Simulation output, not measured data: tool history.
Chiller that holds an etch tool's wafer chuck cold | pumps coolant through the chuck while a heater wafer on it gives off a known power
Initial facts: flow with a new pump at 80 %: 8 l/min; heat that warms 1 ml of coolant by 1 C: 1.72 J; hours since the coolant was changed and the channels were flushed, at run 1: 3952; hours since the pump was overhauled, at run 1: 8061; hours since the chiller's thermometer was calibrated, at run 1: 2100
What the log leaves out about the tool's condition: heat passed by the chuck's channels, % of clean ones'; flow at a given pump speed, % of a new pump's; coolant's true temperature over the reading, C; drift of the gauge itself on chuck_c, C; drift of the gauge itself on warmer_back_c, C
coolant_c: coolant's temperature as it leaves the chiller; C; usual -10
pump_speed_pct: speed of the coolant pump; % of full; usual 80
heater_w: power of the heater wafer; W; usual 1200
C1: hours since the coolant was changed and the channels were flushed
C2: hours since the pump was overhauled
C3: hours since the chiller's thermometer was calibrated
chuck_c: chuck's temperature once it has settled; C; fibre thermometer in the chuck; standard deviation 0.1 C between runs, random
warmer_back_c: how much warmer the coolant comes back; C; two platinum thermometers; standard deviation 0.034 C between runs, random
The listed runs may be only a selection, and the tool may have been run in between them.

Run 1, hour 0: usual settings; C1 3952; C2 8061; C3 2100. Result: chuck_c -1.2 C, warmer_back_c 5.22 C.
Run 2, hour 100.1: usual settings; C1 4052; C2 8161; C3 2200. Result: chuck_c -1.4 C, warmer_back_c 5.25 C.
At hour 210.2: coolant pump overhauled.
Run 3, hour 268.8: usual settings; C1 4215; C2 59; C3 2363. Result: chuck_c -1.4 C, warmer_back_c 5.21 C.
Run 4, hour 449.7: usual settings but pump_speed_pct 91 % of full; C1 4396; C2 240; C3 2544. Result: chuck_c -2.4 C, warmer_back_c 4.55 C.
Run 5, hour 653.4: usual settings but pump_speed_pct 91 % of full; C1 4600; C2 443; C3 2748. Result: chuck_c -2.3 C, warmer_back_c 4.57 C.
Run 6, hour 771.5: usual settings but coolant_c -5 C, pump_speed_pct 97 % of full, heater_w 827 W; C1 4718; C2 561; C3 2866. Result: chuck_c 0.1 C, warmer_back_c 2.94 C.
Run 7, hour 925.6: usual settings but coolant_c -1 C, pump_speed_pct 98 % of full, heater_w 837 W; C1 4872; C2 715; C3 3020. Result: chuck_c 4.2 C, warmer_back_c 2.88 C.
Run 8, hour 1030.5: usual settings but coolant_c -1 C, pump_speed_pct 78 % of full; C1 4977; C2 820; C3 3125. Result: chuck_c 7.9 C, warmer_back_c 5.36 C.
Run 9, hour 1117: usual settings but coolant_c -6 C, pump_speed_pct 64 % of full, heater_w 1031 W; C1 5064; C2 907; C3 3212. Result: chuck_c 2.9 C, warmer_back_c 5.75 C.
Run 10, hour 1203.5: usual settings but coolant_c -6 C, pump_speed_pct 97 % of full, heater_w 1105 W; C1 5150; C2 993; C3 3298. Result: chuck_c 0.8 C, warmer_back_c 3.82 C.

4 ways to go on from here, each from the tool as it stands after run 10. What would each give?
Run A, hour 1306: usual settings but coolant_c -15 C, pump_speed_pct 78 % of full, heater_w 782 W; C1 5253; C2 1096; C3 3401. Result: chuck_c ?, warmer_back_c ?.
Run B, hour 1306: usual settings but pump_speed_pct 69 % of full; C1 5253; C2 1096; C3 3401. Result: chuck_c ?, warmer_back_c ?.
Run C, hour 1306: usual settings but pump_speed_pct 85 % of full, heater_w 806 W; C1 5253; C2 1096; C3 3401. Result: chuck_c ?, warmer_back_c ?.
Run D, hour 1306: usual settings but coolant_c -19 C, pump_speed_pct 72 % of full, heater_w 1097 W; C1 5253; C2 1096; C3 3401. Result: chuck_c ?, warmer_back_c ?.

run  chuck_c  warmer_back_c
  A     -9.3           3.46
  B     -0.3           6.12
  C     -4.5           3.28
  D    -10.3           5.33
Take away the tool's hidden state, keep each run's random variation, and the runs would have read:
run  chuck_c  warmer_back_c
  A     -9.3           3.46
  B     -0.3           6.12
  C     -4.5           3.28
  D    -10.3           5.33

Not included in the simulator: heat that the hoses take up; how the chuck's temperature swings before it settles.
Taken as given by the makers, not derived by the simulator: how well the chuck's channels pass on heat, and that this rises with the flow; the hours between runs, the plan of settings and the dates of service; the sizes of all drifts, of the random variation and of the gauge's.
